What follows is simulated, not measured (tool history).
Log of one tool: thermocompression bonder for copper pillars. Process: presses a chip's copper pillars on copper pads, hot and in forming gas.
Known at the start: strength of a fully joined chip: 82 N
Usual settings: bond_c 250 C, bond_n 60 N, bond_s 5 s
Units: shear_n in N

run,day,bond_c,bond_n,bond_s,shear_n
1,0,250,60,5,51.5
2,0.875,250,60,12,63.8
3,1.858,272,60,5,60.1
4,2.517,230,60,5,41.4
5,3.833,248,60,5,50.2
6,4.958,248,60,5,50.3
7,6.175,248,60,5,50.2
8,7.104,248,60,5,50.2
9,8.4,248,60,5,50.5
10,9.65,268,60,5,59.5
11,10.688,268,60,5,59.2
12,12.079,268,60,5,59.6
# day 12.288: heater calibrated with a thermocouple chip
13,13.292,268,60,5,59.5
14,14.133,268,60,5,59.9
15,15.429,268,60,5,59.5
16,16.446,250,67,5,55.7
# day 17.475: heater calibrated with a thermocouple chip, once more
17,17.542,250,60,5,50.7
18,18.467,250,60,5,50.3
19,19.146,250,60,5,50.5
20,19.979,250,49,5,42
21,20.904,250,56,5,47
22,22.012,248,46,5,38.2
23,22.962,248,46,14,52.5
24,23.892,275,71,4,63.3
25,25.121,275,42,7,51.7
26,26.529,226,83,7,57.4
27,28.033,270,46,8,54.7
28,29.483,270,41,8,50
29,30.525,270,49,8,57.4
30,31.75,270,49,8,57
31,33.192,242,55,5,43.1
32,34.546,242,55,10,52.1
# day 34.796: forming gas filter changed
33,35.325,242,55,10,54.9
34,36.504,266,87,7,76.5
35,37.883,266,87,7,75.5
36,39.2,266,87,7,76.1

The next listed run, before its measurement:
37,40.688,266,50,4,?

Run 37 gave shear_n 47.9 N.
Without the tool's hidden state the same run would have given shear_n 45.7 N.
